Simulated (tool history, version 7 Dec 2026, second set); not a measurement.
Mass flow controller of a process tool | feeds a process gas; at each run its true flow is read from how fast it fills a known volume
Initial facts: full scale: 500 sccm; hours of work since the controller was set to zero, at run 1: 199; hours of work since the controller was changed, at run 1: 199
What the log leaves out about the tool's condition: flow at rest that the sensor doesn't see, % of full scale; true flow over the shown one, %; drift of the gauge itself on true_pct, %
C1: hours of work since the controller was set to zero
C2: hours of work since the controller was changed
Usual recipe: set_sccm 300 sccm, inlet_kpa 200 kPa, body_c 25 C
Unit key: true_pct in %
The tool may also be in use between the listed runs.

Run 1, hour 0: usual settings; C1 199; C2 199. Result: true_pct 99.37 %.
Run 2, hour 136.8: usual settings; C1 284; C2 284. Result: true_pct 99.32 %.
Run 3, hour 227: usual settings; C1 341; C2 341. Result: true_pct 99.34 %.
Run 4, hour 330.3: usual settings; C1 405; C2 405. Result: true_pct 99.52 %.
Run 5, hour 446.2: usual settings but body_c 39 C; C1 477; C2 477. Result: true_pct 99.76 %.
Run 6, hour 511.6: usual settings but body_c 39 C; C1 518; C2 518. Result: true_pct 99.87 %.
Run 7, hour 575.2: usual settings but body_c 39 C; C1 558; C2 558. Result: true_pct 99.87 %.
Run 8, hour 699.5: usual settings but body_c 39 C; C1 635; C2 635. Result: true_pct 100.05 %.
Run 9, hour 842.2: usual settings but body_c 39 C; C1 724; C2 724. Result: true_pct 100.04 %.
Run 10, hour 968.1: usual settings but inlet_kpa 164 kPa; C1 803; C2 803. Result: true_pct 99.8 %.
Run 11, hour 1110.8: usual settings but inlet_kpa 164 kPa; C1 892; C2 892. Result: true_pct 99.86 %.
Run 12, hour 1251.3: usual settings; C1 979; C2 979. Result: true_pct 99.89 %.
Run 13, hour 1391.5: usual settings; C1 1067; C2 1067. Result: true_pct 99.75 %.
Run 14, hour 1528.4: usual settings; C1 1152; C2 1152. Result: true_pct 99.87 %.
Run 15, hour 1618: usual settings; C1 1208; C2 1208. Result: true_pct 99.84 %.
Run 16, hour 1677.5: usual settings but inlet_kpa 240 kPa; C1 1245; C2 1245. Result: true_pct 99.85 %.
Run 17, hour 1741.1: usual settings but inlet_kpa 248 kPa, body_c 33 C; C1 1284; C2 1284. Result: true_pct 100.01 %.
Run 18, hour 1849.1: usual settings but inlet_kpa 175 kPa, body_c 36 C; C1 1352; C2 1352. Result: true_pct 100.38 %.
Run 19, hour 1973.1: usual settings but set_sccm 168 sccm, inlet_kpa 207 kPa, body_c 36 C; C1 1429; C2 1429. Result: true_pct 99.81 %.
Run 20, hour 2049.3: usual settings but set_sccm 142 sccm, inlet_kpa 212 kPa; C1 1477; C2 1477. Result: true_pct 99.51 %.
Run 21, hour 2156.8: usual settings but set_sccm 142 sccm, inlet_kpa 212 kPa; C1 1544; C2 1544. Result: true_pct 99.64 %.
Run 22, hour 2263: usual settings but set_sccm 142 sccm, inlet_kpa 212 kPa; C1 1610; C2 1610. Result: true_pct 99.55 %.
Run 23, hour 2390.7: usual settings but inlet_kpa 237 kPa; C1 1689; C2 1689. Result: true_pct 100.11 %.
Run 24, hour 2518.5: usual settings but set_sccm 184 sccm, inlet_kpa 237 kPa; C1 1769; C2 1769. Result: true_pct 99.79 %.
Run 25, hour 2604.4: usual settings but set_sccm 184 sccm, inlet_kpa 237 kPa; C1 1823; C2 1823. Result: true_pct 99.86 %.
Run 26, hour 2742.8: usual settings but set_sccm 67 sccm, inlet_kpa 237 kPa; C1 1909; C2 1909. Result: true_pct 99.45 %.
Run 27, hour 2808.9: usual settings but set_sccm 67 sccm, inlet_kpa 142 kPa; C1 1950; C2 1950. Result: true_pct 99.77 %.
Run 28, hour 2929.8: usual settings but set_sccm 67 sccm, inlet_kpa 142 kPa; C1 2025; C2 2025. Result: true_pct 99.63 %.
Run 29, hour 3017.8: usual settings but set_sccm 77 sccm, inlet_kpa 142 kPa, body_c 22 C; C1 2080; C2 2080. Result: true_pct 99.79 %.
Run 30, hour 3133.3: usual settings but set_sccm 354 sccm, body_c 37 C; C1 2152; C2 2152. Result: true_pct 100.94 %.
At hour 3180.3: gauge calibrated.
Run 31, hour 3233.4: usual settings but set_sccm 354 sccm, body_c 37 C; C1 2215; C2 2215. Result: true_pct 99.89 %.

Here are 5 independent what-if runs from the current tool condition. What would each one return?
Run A, hour 3344.4: usual settings but set_sccm 439 sccm, inlet_kpa 218 kPa, body_c 23 C; C1 2284; C2 2284. Result: true_pct ?.
Run B, hour 3344.4: usual settings but set_sccm 285 sccm, inlet_kpa 144 kPa, body_c 21 C; C1 2284; C2 2284. Result: true_pct ?.
Run C, hour 3344.4: usual settings but inlet_kpa 221 kPa; C1 2284; C2 2284. Result: true_pct ?.
Run D, hour 3344.4: usual settings but body_c 20 C; C1 2284; C2 2284. Result: true_pct ?.
Run E, hour 3344.4: usual settings but set_sccm 70 sccm, inlet_kpa 164 kPa, body_c 28 C; C1 2284; C2 2284. Result: true_pct ?.

run  true_pct
  A     99.77
  B     99.55
  C     99.34
  D     99.32
  E     98.76
Without the tool's hidden state the same runs would have given:
run  true_pct
  A     99.71
  B      99.5
  C     99.29
  D     99.27
  E     98.72
